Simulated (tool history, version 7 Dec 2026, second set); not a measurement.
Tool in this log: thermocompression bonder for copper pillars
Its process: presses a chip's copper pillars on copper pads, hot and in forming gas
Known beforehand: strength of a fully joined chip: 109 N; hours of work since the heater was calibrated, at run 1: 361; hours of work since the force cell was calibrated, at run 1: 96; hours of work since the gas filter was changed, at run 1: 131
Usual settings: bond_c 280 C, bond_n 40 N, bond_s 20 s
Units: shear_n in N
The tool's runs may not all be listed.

run	hour	bond_c	bond_n	bond_s	hours of work since the heater was calibrated	hours of work since the force cell was calibrated	hours of work since the gas filter was changed	shear_n
1	0	280	40	20	361	96	131	40.1
2	8.9	280	40	20	366	102	137	39.5
3	15.4	280	28	20	370	106	141	33.7
4	21.2	280	40	15	374	110	145	36.8
5	28	256	40	15	378	114	149	24.7
6	37.1	256	40	15	384	120	155	24
7	45.4	256	40	15	389	125	160	25
8	51.5	256	40	15	393	129	164	24.6
9	57.9	256	40	15	397	133	168	24.6
10	65	283	29	29	402	137	172	40.9
11	74.1	283	29	29	407	143	178	40.2
12	82.3	283	29	29	413	148	183	41.1
13	89.6	283	29	29	417	153	188	41.4

Some steps in shear_n between neighbouring runs. How much of each would the tool show without its hidden state too (settings, what came in, random variation), and how much is left for the hidden state, with any gauge scatter that isn't in both results?
What the log doesn't record here: true temperature of the bond over the reading, C; force that reaches the chip, % of what is set; oxide that the forming gas leaves, % of the face; drift of the gauge itself on shear_n, %.
Run 9 -> 10: bond_c 256 -> 283, bond_n 40 -> 29, bond_s 15 -> 29. shear_n +16.3 N: hidden state +0.3, all else +16.
